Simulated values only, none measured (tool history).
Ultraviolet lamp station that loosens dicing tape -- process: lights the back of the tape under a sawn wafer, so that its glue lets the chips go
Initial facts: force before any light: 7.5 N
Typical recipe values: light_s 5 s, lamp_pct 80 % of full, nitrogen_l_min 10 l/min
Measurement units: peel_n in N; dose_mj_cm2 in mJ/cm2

run     day  light_s  lamp_pct  nitrogen_l_min  peel_n  dose_mj_cm2
  1       0        5        80              10   0.713          181
  2   2.696        3        80              10   1.688          110
  3   5.317        3        80              10   1.815          109
  4   7.708        3        80              10   1.855          104
  5  10.467        3        80              10   1.712          104
  6  12.583        5        80              10   0.796          172
  7  15.167        5        80              10   0.826          170
  8  17.004        5        80              10   0.864          165
  9  18.196        9        80              10   0.322          292
 10  19.888        9        80              10   0.318          294
 11  21.654        5        84              10   0.844          166
 12  23.712        5        99              10   0.648          194
 13  25.571        5        80               5    1.39          149
 14  26.946        5        80              10   0.991          152
 15  29.483        5        64              10   1.497          116
 16  31.217        3        66              13   2.598           72
 17  33.296        3        79              11   1.256          134
 18  34.742        3        79              11   1.229          133
 19  37.196        3        79              11   1.262          129
 20  38.967        5        80              16   0.443          214
 21  41.642        7        81               5   0.415          296
 22   43.05        2        76               5    3.02           81
 23  45.117        2        76               5   2.951           79
 24  47.883        2        76               5     2.9           76
 25  50.217        3        76               5   1.905          120
 26  52.296        5        82              16   0.456          212
 27  54.917        5        64               4   1.348          163
 28  56.858        5        64               4   1.362          157
 29  59.621        5        91               4    0.77          221

Removed from this log: 3 entries logged between the listed runs. Between which two listed runs does each belong, and how does the tool's hidden state at the listed run before it compare with that at the listed run after it?
Logged between run 4 and run 5: window cleaned of glue's vapour (day 9.775)
  lamp's light, % of a new lamp's: 77.1 -> 75.5; light that the window lets through, % of a clean one's: 94.2 -> 99.5
  measured minus no-state result, peel_n: +0.708 -> +0.606 N; dose_mj_cm2: -38 -> -35 mJ/cm2
Logged between run 16 and run 17: lamp changed (day 32.358)
  lamp's light, % of a new lamp's: 63.5 -> 99.2; light that the window lets through, % of a clean one's: 96.5 -> 96.2
  measured minus no-state result, peel_n: +1.206 -> +0.094 N; dose_mj_cm2: -45 -> -7 mJ/cm2
Logged between run 23 and run 24: window cleaned of glue's vapour (day 45.55)
  lamp's light, % of a new lamp's: 92.5 -> 91; light that the window lets through, % of a clean one's: 94.3 -> 99.6
  measured minus no-state result, peel_n: +0.357 -> +0.261 N; dose_mj_cm2: -11 -> -8 mJ/cm2

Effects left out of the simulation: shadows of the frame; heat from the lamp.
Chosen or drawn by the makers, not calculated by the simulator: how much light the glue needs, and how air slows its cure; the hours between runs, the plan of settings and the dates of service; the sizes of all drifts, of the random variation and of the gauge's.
